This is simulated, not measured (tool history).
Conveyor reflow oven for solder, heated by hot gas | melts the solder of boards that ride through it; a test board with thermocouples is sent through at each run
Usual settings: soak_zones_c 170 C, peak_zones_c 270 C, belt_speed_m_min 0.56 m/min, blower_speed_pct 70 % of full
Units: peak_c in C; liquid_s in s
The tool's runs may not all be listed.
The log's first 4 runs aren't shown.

run	hour	soak_zones_c	peak_zones_c	belt_speed_m_min	blower_speed_pct	peak_c	liquid_s
5	263.9	170	270	0.56	64	251.7	55.1
6	337.8	170	270	0.56	64	251.5	54.7
# hour 416.1: flux residue cleaned out of gas plates and filters
7	427	170	270	0.56	64	252.8	56.5
8	505.1	170	266	0.56	70	249.2	54.9
9	576.2	170	266	0.56	70	250.2	54.2
10	653.3	170	266	0.56	70	248.1	54.2
11	742.5	170	270	0.56	64	250.5	55.4
# hour 828.7: flux residue cleaned out of gas plates and filters
12	844.4	170	270	0.56	70	253.4	57.7
13	924.2	170	270	0.56	70	253	57.4
14	1023	173	270	0.56	70	252.4	58.4
15	1094.6	170	270	0.56	70	251.4	56.4
16	1145.6	178	280	0.641	89	259.8	56.2
17	1190.7	156	269	0.56	70	248.1	48.9
# hour 1244.7: flux residue cleaned out of gas plates and filters
# hour 1246.7: thermocouples of zones 6 and 7 changed
18	1291.3	170	269	0.629	68	252.3	50.1
19	1341	169	270	0.56	61	254.2	58.6
20	1410.6	166	258	0.497	51	245.3	56.1
21	1480.8	166	264	0.522	51	248.3	56.1
# hour 1527.8: belt drive overhauled, speed set with a stopwatch
22	1549.2	166	264	0.522	51	246.7	52.7
23	1608.1	166	264	0.522	51	246.6	52.2
# hour 1668.4: flux residue cleaned out of gas plates and filters
24	1695.7	166	267	0.669	51	240.5	34.4
25	1765	173	267	0.555	69	252.8	57.1
26	1862	159	270	0.56	58	249.3	50
27	1903.5	170	270	0.56	66	253	56

Run 28 comes next. What will it give?
28	1963.6	159	270	0.636	69	?	?

peak_c: 246.5 C
liquid_s: 41 s
Without the tool's hidden state the same run would have given peak_c 249.7 C, liquid_s 43.4 s.
